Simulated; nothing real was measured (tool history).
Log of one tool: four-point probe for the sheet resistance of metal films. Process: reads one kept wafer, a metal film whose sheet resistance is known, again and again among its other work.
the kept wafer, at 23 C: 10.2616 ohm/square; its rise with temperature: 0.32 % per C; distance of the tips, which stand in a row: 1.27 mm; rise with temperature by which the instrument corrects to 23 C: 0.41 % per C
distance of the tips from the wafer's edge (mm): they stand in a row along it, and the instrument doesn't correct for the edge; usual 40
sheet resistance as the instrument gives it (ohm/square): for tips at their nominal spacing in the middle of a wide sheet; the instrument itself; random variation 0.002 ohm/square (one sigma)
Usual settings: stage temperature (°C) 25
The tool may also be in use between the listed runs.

run,hour,stage temperature (°C),distance of the tips from the wafer's edge (mm),sheet resistance as the instrument gives it (ohm/square)
1,0,25,40,10.300877
2,18.3,25,40,10.299908
3,46.5,25,40,10.307029
4,76.2,25,40,10.307617
5,102.8,25,40,10.30277
6,129,25,40,10.303538
7,151.5,31,40,10.254583
8,171.4,25,5,10.649386
9,196.7,25,5,10.650014
10,223.6,25,5,10.648243
11,250.8,25,5,10.65285
12,269.2,25,8,10.445114
13,298.5,31,8,10.392664
14,328.5,33,8,10.372794
15,341.6,33,8,10.371892
16,354.8,26,8,10.440258
17,383.5,25,40,10.31505
18,403.6,25,40,10.316028
19,425.6,25,40,10.31767
20,441.2,25,13,10.369753
21,453.9,25,19,10.340222
22,470.4,25,40,10.322446
23,484.1,25,20,10.3393
24,499.6,21,44,10.357139
25,518.8,21,44,10.358036
26,543.5,27,5,10.644031
27,563.4,23,5,10.684456
28,588.5,23,5,10.686908
29,602.1,20,72,10.367757
30,630,20,40,10.375179
31,658,20,40,10.374993
32,679.7,22,18,10.378318
33,703.1,27,12,10.365179
34,716.4,34,40,10.247177
35,731.6,24,5,10.682973
36,760.1,24,5,10.681629
37,780.9,24,5,10.681446
38,805.4,18,30,10.402343
# hour 824.6: stage's thermometer calibrated
39,829.7,35,10,10.341729
40,844.2,29,10,10.400005
41,859,29,10,10.398131
42,887,29,10,10.398464
43,914.8,30,10,10.392256
44,939.4,22,63,10.379013
45,968.5,30,63,10.304958

Forecast each of these 4 alternatives for the next run:
A,986.3,26,6,?
B,986.3,18,6,?
C,986.3,28,51,?
D,986.3,23,19,?

run,sheet resistance as the instrument gives it (ohm/square)
A,10.584935
B,10.665024
C,10.328583
D,10.391831
Without the tool's hidden state the same runs would have given:
run,sheet resistance as the instrument gives it (ohm/square)
A,10.47503
B,10.554341
C,10.221126
D,10.283765

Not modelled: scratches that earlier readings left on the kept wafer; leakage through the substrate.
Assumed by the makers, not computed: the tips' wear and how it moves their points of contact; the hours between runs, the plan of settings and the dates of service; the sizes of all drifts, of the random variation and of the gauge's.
